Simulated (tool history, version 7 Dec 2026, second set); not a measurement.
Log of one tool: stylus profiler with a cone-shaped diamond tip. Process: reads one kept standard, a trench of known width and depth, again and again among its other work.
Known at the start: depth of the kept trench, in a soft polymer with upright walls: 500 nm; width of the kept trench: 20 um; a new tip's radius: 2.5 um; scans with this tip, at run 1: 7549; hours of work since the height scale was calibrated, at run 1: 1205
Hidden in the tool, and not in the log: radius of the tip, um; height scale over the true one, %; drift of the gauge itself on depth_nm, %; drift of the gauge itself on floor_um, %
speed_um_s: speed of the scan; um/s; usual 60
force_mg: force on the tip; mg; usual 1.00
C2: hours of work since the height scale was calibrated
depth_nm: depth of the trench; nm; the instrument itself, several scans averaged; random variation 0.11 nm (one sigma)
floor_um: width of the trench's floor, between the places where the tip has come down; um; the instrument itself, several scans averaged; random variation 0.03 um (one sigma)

Run 1, hour 0.0: usual settings; scans with this tip 7549; C2 1205. Result: depth_nm 502.04 nm, floor_um 16.66 um.
Run 2, hour 51.1: usual settings; scans with this tip 7726; C2 1233. Result: depth_nm 501.86 nm, floor_um 16.63 um.
Run 3, hour 106.8: usual settings; scans with this tip 7919; C2 1264. Result: depth_nm 501.83 nm, floor_um 16.66 um.
Run 4, hour 165.2: usual settings; scans with this tip 8121; C2 1297. Result: depth_nm 501.76 nm, floor_um 16.63 um.
Run 5, hour 261.0: usual settings; scans with this tip 8453; C2 1349. Result: depth_nm 501.95 nm, floor_um 16.65 um.
Run 6, hour 327.5: usual settings but force_mg 1.67 mg; scans with this tip 8683; C2 1386. Result: depth_nm 502.58 nm, floor_um 16.71 um.
Run 7, hour 402.0: usual settings but force_mg 1.67 mg; scans with this tip 8941; C2 1427. Result: depth_nm 502.63 nm, floor_um 16.74 um.
Run 8, hour 462.9: usual settings but speed_um_s 43 um/s; scans with this tip 9152; C2 1461. Result: depth_nm 501.93 nm, floor_um 16.75 um.
Run 9, hour 511.7: usual settings but speed_um_s 146 um/s; scans with this tip 9321; C2 1488. Result: depth_nm 501.73 nm, floor_um 16.13 um.
Run 10, hour 585.2: usual settings but speed_um_s 146 um/s; scans with this tip 9576; C2 1529. Result: depth_nm 501.93 nm, floor_um 16.14 um.
Run 11, hour 625.7: usual settings but speed_um_s 17 um/s; scans with this tip 9716; C2 1551. Result: depth_nm 502.03 nm, floor_um 16.90 um.
Run 12, hour 714.1: usual settings but speed_um_s 31 um/s; scans with this tip 10022; C2 1600. Result: depth_nm 502.07 nm, floor_um 16.78 um.
At hour 748.8: height scale calibrated on a step standard.
Run 13, hour 796.1: usual settings but force_mg 1.03 mg; scans with this tip 10305; C2 26. Result: depth_nm 502.22 nm, floor_um 16.66 um.
Run 14, hour 857.6: usual settings but force_mg 0.44 mg; scans with this tip 10518; C2 60. Result: depth_nm 501.02 nm, floor_um 16.46 um.
Run 15, hour 948.7: usual settings but force_mg 0.44 mg; scans with this tip 10833; C2 111. Result: depth_nm 501.05 nm, floor_um 16.47 um.
Run 16, hour 1033.1: usual settings but force_mg 0.44 mg; scans with this tip 11125; C2 157. Result: depth_nm 501.15 nm, floor_um 16.51 um.
Run 17, hour 1095.8: usual settings; scans with this tip 11343; C2 192. Result: depth_nm 502.11 nm, floor_um 16.63 um.
Run 18, hour 1189.0: usual settings but force_mg 0.76 mg; scans with this tip 11665; C2 243. Result: depth_nm 501.38 nm, floor_um 16.60 um.
Run 19, hour 1235.5: usual settings but force_mg 0.76 mg; scans with this tip 11826; C2 269. Result: depth_nm 501.51 nm, floor_um 16.59 um.
Run 20, hour 1326.2: usual settings but force_mg 0.76 mg; scans with this tip 12141; C2 319. Result: depth_nm 501.58 nm, floor_um 16.60 um.
Run 21, hour 1384.3: usual settings but force_mg 0.36 mg; scans with this tip 12342; C2 351. Result: depth_nm 500.92 nm, floor_um 16.43 um.
Run 22, hour 1424.6: usual settings but force_mg 0.87 mg; scans with this tip 12481; C2 374. Result: depth_nm 501.74 nm, floor_um 16.63 um.
Run 23, hour 1475.5: usual settings but force_mg 0.87 mg; scans with this tip 12658; C2 402. Result: depth_nm 501.92 nm, floor_um 16.65 um.
Run 24, hour 1549.4: usual settings but force_mg 0.87 mg; scans with this tip 12914; C2 443. Result: depth_nm 501.76 nm, floor_um 16.68 um.
Run 25, hour 1597.7: usual settings but speed_um_s 27 um/s; scans with this tip 13081; C2 469. Result: depth_nm 502.02 nm, floor_um 16.81 um.
Run 26, hour 1650.6: usual settings but speed_um_s 27 um/s; scans with this tip 13264; C2 499. Result: depth_nm 501.98 nm, floor_um 16.78 um.
Run 27, hour 1733.8: usual settings but speed_um_s 27 um/s; scans with this tip 13552; C2 545. Result: depth_nm 501.82 nm, floor_um 16.81 um.
Run 28, hour 1829.4: usual settings but speed_um_s 76 um/s, force_mg 2.58 mg; scans with this tip 13884; C2 598. Result: depth_nm 503.74 nm, floor_um 16.69 um.
Run 29, hour 1896.7: usual settings but speed_um_s 138 um/s, force_mg 0.74 mg; scans with this tip 14117; C2 635. Result: depth_nm 501.43 nm, floor_um 16.05 um.
Run 30, hour 1958.4: usual settings but speed_um_s 186 um/s, force_mg 2.94 mg; scans with this tip 14330; C2 669. Result: depth_nm 504.12 nm, floor_um 16.33 um.
Run 31, hour 2031.4: usual settings but speed_um_s 186 um/s, force_mg 2.94 mg; scans with this tip 14583; C2 709. Result: depth_nm 503.91 nm, floor_um 16.39 um.
Run 32, hour 2079.9: usual settings but speed_um_s 98 um/s, force_mg 0.44 mg; scans with this tip 14751; C2 736. Result: depth_nm 501.11 nm, floor_um 16.08 um.
Run 33, hour 2121.8: usual settings but speed_um_s 35 um/s, force_mg 1.07 mg; scans with this tip 14896; C2 759. Result: depth_nm 501.86 nm, floor_um 16.82 um.
Run 34, hour 2163.4: usual settings but speed_um_s 39 um/s, force_mg 0.72 mg; scans with this tip 15040; C2 782. Result: depth_nm 501.48 nm, floor_um 16.73 um.
Run 35, hour 2212.4: usual settings but speed_um_s 39 um/s, force_mg 0.72 mg; scans with this tip 15210; C2 809. Result: depth_nm 501.61 nm, floor_um 16.69 um.
Run 36, hour 2255.5: usual settings but speed_um_s 39 um/s, force_mg 0.72 mg; scans with this tip 15359; C2 833. Result: depth_nm 501.51 nm, floor_um 16.74 um.
Run 37, hour 2317.2: usual settings but speed_um_s 39 um/s, force_mg 0.72 mg; scans with this tip 15573; C2 867. Result: depth_nm 501.61 nm, floor_um 16.71 um.
Run 38, hour 2379.0: usual settings but speed_um_s 39 um/s, force_mg 0.72 mg; scans with this tip 15787; C2 901. Result: depth_nm 501.51 nm, floor_um 16.79 um.
Run 39, hour 2437.8: usual settings but speed_um_s 39 um/s, force_mg 0.36 mg; scans with this tip 15991; C2 934. Result: depth_nm 500.88 nm, floor_um 16.65 um.
Run 40, hour 2481.4: usual settings but speed_um_s 97 um/s, force_mg 0.39 mg; scans with this tip 16142; C2 958. Result: depth_nm 500.82 nm, floor_um 16.03 um.
Run 41, hour 2547.8: usual settings but speed_um_s 35 um/s, force_mg 2.27 mg; scans with this tip 16372; C2 995. Result: depth_nm 503.21 nm, floor_um 16.85 um.
Run 42, hour 2631.8: usual settings but speed_um_s 85 um/s, force_mg 2.79 mg; scans with this tip 16663; C2 1041. Result: depth_nm 503.95 nm, floor_um 16.71 um.
Run 43, hour 2673.4: usual settings but speed_um_s 21 um/s, force_mg 1.32 mg; scans with this tip 16807; C2 1064. Result: depth_nm 502.34 nm, floor_um 16.84 um.
Run 44, hour 2765.6: usual settings but speed_um_s 21 um/s, force_mg 1.32 mg; scans with this tip 17126; C2 1115. Result: depth_nm 502.41 nm, floor_um 16.88 um.
Run 45, hour 2849.5: usual settings but speed_um_s 36 um/s, force_mg 0.50 mg; scans with this tip 17417; C2 1162. Result: depth_nm 501.06 nm, floor_um 16.67 um.

Hidden state at the last listed run before each entry between runs and at the first one after, where it differs:
Between runs 12 and 13: height scale calibrated on a step standard (hour 748.8)
  height scale over the true one, %: -0.005 -> -0.001
